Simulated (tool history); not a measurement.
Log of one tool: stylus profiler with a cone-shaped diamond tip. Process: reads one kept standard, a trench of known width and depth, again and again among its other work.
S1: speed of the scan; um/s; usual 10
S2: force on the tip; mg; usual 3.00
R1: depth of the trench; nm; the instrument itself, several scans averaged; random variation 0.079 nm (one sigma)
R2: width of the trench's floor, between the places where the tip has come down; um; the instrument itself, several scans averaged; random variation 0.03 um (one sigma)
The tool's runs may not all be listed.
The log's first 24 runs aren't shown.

run,hour,S1,S2,R1,R2
25,506.3,30,3.35,100.14,17.11
26,522.4,9,1.12,99.79,17.08
27,540.6,22,1.39,99.81,17.07
28,564.2,12,6.46,100.44,17.08
29,581.0,18,3.96,100.13,17.03
30,596.0,11,1.91,99.81,17.07
31,624.1,11,1.91,99.87,17.02
32,642.1,2,2.58,99.91,17.07
33,655.0,5,2.55,100.02,17.07
34,683.4,5,2.55,100.02,17.00
35,712.2,11,2.63,100.00,16.98
36,732.9,39,1.44,99.80,16.85
37,749.1,39,1.44,99.75,16.91
38,762.6,39,1.44,99.72,16.86
39,791.0,28,1.06,99.76,16.90
40,817.6,28,1.06,99.72,16.90
41,844.5,33,2.41,99.86,16.87
42,868.8,8,3.34,99.92,16.95
43,891.8,31,3.34,99.91,16.84

Forecast each of these 4 alternatives for the next run:
A,907.1,22,1.73,?,?
B,907.1,17,3.00,?,?
C,907.1,10,1.13,?,?
D,907.1,21,3.00,?,?

run,R1,R2
A,99.65,16.90
B,100.04,16.90
C,99.61,16.95
D,99.88,16.91
Without the tool's hidden state the same runs would have given:
run,R1,R2
A,100.34,17.95
B,100.73,17.96
C,100.30,18.01
D,100.57,17.97

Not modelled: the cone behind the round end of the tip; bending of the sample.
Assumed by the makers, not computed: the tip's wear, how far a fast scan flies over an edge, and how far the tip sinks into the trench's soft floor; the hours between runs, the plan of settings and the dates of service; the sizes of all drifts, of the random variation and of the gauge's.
